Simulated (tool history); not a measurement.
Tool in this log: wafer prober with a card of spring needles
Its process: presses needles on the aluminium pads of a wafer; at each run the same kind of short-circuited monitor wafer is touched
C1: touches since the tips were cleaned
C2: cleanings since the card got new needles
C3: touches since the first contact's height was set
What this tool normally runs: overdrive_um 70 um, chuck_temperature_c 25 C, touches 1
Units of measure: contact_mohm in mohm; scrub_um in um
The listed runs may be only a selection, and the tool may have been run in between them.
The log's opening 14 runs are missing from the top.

At day 3.154: tips cleaned on abrasive film.
Run 15, day 3.388: usual settings but overdrive_um 65 um; C1 1373; C2 9; C3 55954. Result: contact_mohm 265 mohm, scrub_um 17.62 um.
Run 16, day 3.596: usual settings but touches 2; C1 2611; C2 9; C3 57192. Result: contact_mohm 267 mohm, scrub_um 19.16 um.
Run 17, day 3.983: usual settings but chuck_temperature_c 105 C, touches 2; C1 4929; C2 9; C3 59510. Result: contact_mohm 294 mohm, scrub_um 18.91 um.
At day 4.138: tips cleaned on abrasive film.
Run 18, day 4.262: usual settings but overdrive_um 63 um, chuck_temperature_c 60 C; C1 747; C2 10; C3 61147. Result: contact_mohm 280 mohm, scrub_um 17.24 um.
Run 19, day 4.479: usual settings but chuck_temperature_c 61 C; C1 2035; C2 10; C3 62435. Result: contact_mohm 278 mohm, scrub_um 19.17 um.
Run 20, day 4.696: usual settings but chuck_temperature_c 58 C; C1 3304; C2 10; C3 63704. Result: contact_mohm 281 mohm, scrub_um 19.13 um.
Run 21, day 5.092: usual settings but chuck_temperature_c 58 C; C1 5658; C2 10; C3 66058. Result: contact_mohm 274 mohm, scrub_um 19.03 um.
At day 5.121: tips cleaned on abrasive film.
Run 22, day 5.358: usual settings but chuck_temperature_c 57 C; C1 1417; C2 11; C3 67633. Result: contact_mohm 278 mohm, scrub_um 19.15 um.
Run 23, day 5.650: usual settings but chuck_temperature_c 57 C; C1 3135; C2 11; C3 69351. Result: contact_mohm 278 mohm, scrub_um 19.11 um.
Run 24, day 5.979: usual settings but chuck_temperature_c 57 C; C1 5095; C2 11; C3 71311. Result: contact_mohm 277 mohm, scrub_um 19.03 um.
At day 6.117: tips cleaned on abrasive film.
Run 25, day 6.296: usual settings but chuck_temperature_c 96 C; C1 1055; C2 12; C3 73175. Result: contact_mohm 288 mohm, scrub_um 19.13 um.
Run 26, day 6.604: usual settings but chuck_temperature_c 96 C; C1 2900; C2 12; C3 75020. Result: contact_mohm 289 mohm, scrub_um 19.29 um.
Run 27, day 6.850: usual settings but chuck_temperature_c 35 C; C1 4357; C2 12; C3 76477. Result: contact_mohm 270 mohm, scrub_um 19.34 um.
At day 7.108: tips cleaned on abrasive film.
Run 28, day 7.142: usual settings but chuck_temperature_c 35 C; C1 198; C2 13; C3 78189. Result: contact_mohm 272 mohm, scrub_um 19.15 um.
Run 29, day 7.533: usual settings but chuck_temperature_c 35 C; C1 2526; C2 13; C3 80517. Result: contact_mohm 270 mohm, scrub_um 19.28 um.
Run 30, day 7.850: usual settings but touches 2; C1 4397; C2 13; C3 82388. Result: contact_mohm 269 mohm, scrub_um 19.34 um.
At day 8.104: tips cleaned on abrasive film.
Run 31, day 8.258: usual settings but touches 2; C1 928; C2 14; C3 84810. Result: contact_mohm 271 mohm, scrub_um 19.13 um.
Run 32, day 8.683: usual settings but chuck_temperature_c 39 C; C1 3444; C2 14; C3 87326. Result: contact_mohm 271 mohm, scrub_um 19.34 um.
Run 33, day 9.071: usual settings but overdrive_um 53 um; C1 5736; C2 14; C3 89618. Result: contact_mohm 274 mohm, scrub_um 14.63 um.
At day 9.096: tips cleaned on abrasive film.
Run 34, day 9.396: usual settings but overdrive_um 72 um, chuck_temperature_c 54 C; C1 1793; C2 15; C3 91548. Result: contact_mohm 277 mohm, scrub_um 19.86 um.

4 options for the next run, each taken on its own from the tool as it stands now. Forecast them:
Run A, day 9.675: usual settings but overdrive_um 72 um, chuck_temperature_c 54 C; C1 3443; C2 15; C3 93198. Result: contact_mohm ?, scrub_um ?.
Run B, day 9.675: usual settings but overdrive_um 72 um, chuck_temperature_c 78 C, touches 2; C1 3443; C2 15; C3 93198. Result: contact_mohm ?, scrub_um ?.
Run C, day 9.675: usual settings but overdrive_um 52 um, chuck_temperature_c 54 C, touches 2; C1 3443; C2 15; C3 93198. Result: contact_mohm ?, scrub_um ?.
Run D, day 9.675: usual settings but overdrive_um 61 um, chuck_temperature_c 54 C, touches 3; C1 3443; C2 15; C3 93198. Result: contact_mohm ?, scrub_um ?.

run  contact_mohm  scrub_um
  A           280     19.89
  B           282     19.86
  C           287     14.30
  D           281     16.81
With the hidden condition removed and each run's random variation left untouched, the same runs would have given:
run  contact_mohm  scrub_um
  A           280     19.41
  B           282     19.38
  C           286     13.95
  D           281     16.40
